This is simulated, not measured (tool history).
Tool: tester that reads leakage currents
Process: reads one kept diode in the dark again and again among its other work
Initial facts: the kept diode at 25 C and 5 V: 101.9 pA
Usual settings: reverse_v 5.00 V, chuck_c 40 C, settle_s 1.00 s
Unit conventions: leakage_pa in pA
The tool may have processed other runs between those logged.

run 1 hour=0.0 | reverse_v=5.00 chuck_c=40 settle_s=1.00 | leakage_pa=364.70
run 2 hour=17.1 | reverse_v=13.91 chuck_c=40 settle_s=1.00 | leakage_pa=550.46
run 3 hour=35.3 | reverse_v=13.91 chuck_c=40 settle_s=1.00 | leakage_pa=549.43
run 4 hour=71.2 | reverse_v=5.00 chuck_c=34 settle_s=1.00 | leakage_pa=222.67
run 5 hour=103.2 | reverse_v=4.70 chuck_c=40 settle_s=1.00 | leakage_pa=358.98
run 6 hour=127.4 | reverse_v=5.00 chuck_c=40 settle_s=5.84 | leakage_pa=362.41
run 7 hour=154.8 | reverse_v=5.00 chuck_c=40 settle_s=1.00 | leakage_pa=366.75
run 8 hour=177.9 | reverse_v=5.00 chuck_c=40 settle_s=1.00 | leakage_pa=366.24
run 9 hour=205.5 | reverse_v=1.60 chuck_c=40 settle_s=2.21 | leakage_pa=231.52
run 10 hour=222.3 | reverse_v=6.85 chuck_c=50 settle_s=2.21 | leakage_pa=901.14
run 11 hour=252.7 | reverse_v=6.85 chuck_c=50 settle_s=2.21 | leakage_pa=902.37
run 12 hour=281.1 | reverse_v=5.00 chuck_c=40 settle_s=4.03 | leakage_pa=363.68
run 13 hour=298.2 | reverse_v=5.77 chuck_c=40 settle_s=0.71 | leakage_pa=386.58
-- hour=325.1 chuck's temperature calibrated
run 14 hour=325.1 | reverse_v=5.77 chuck_c=40 settle_s=0.71 | leakage_pa=388.21
run 15 hour=348.7 | reverse_v=5.77 chuck_c=38 settle_s=1.55 | leakage_pa=327.60

Below are 4 alternative next runs, each starting from the tool's condition after run 15. Predict each:
run A hour=372.4 | reverse_v=2.15 chuck_c=40 settle_s=6.10 | leakage_pa=?
run B hour=372.4 | reverse_v=8.93 chuck_c=50 settle_s=1.55 | leakage_pa=?
run C hour=372.4 | reverse_v=6.71 chuck_c=22 settle_s=1.00 | leakage_pa=?
run D hour=372.4 | reverse_v=2.99 chuck_c=36 settle_s=0.45 | leakage_pa=?

run=A leakage_pa=258.80
run=B leakage_pa=1004.35
run=C leakage_pa=89.15
run=D leakage_pa=214.97
What these runs would have given with no unlogged condition in the tool:
run=A leakage_pa=258.81
run=B leakage_pa=1004.37
run=C leakage_pa=89.10
run=D leakage_pa=214.97
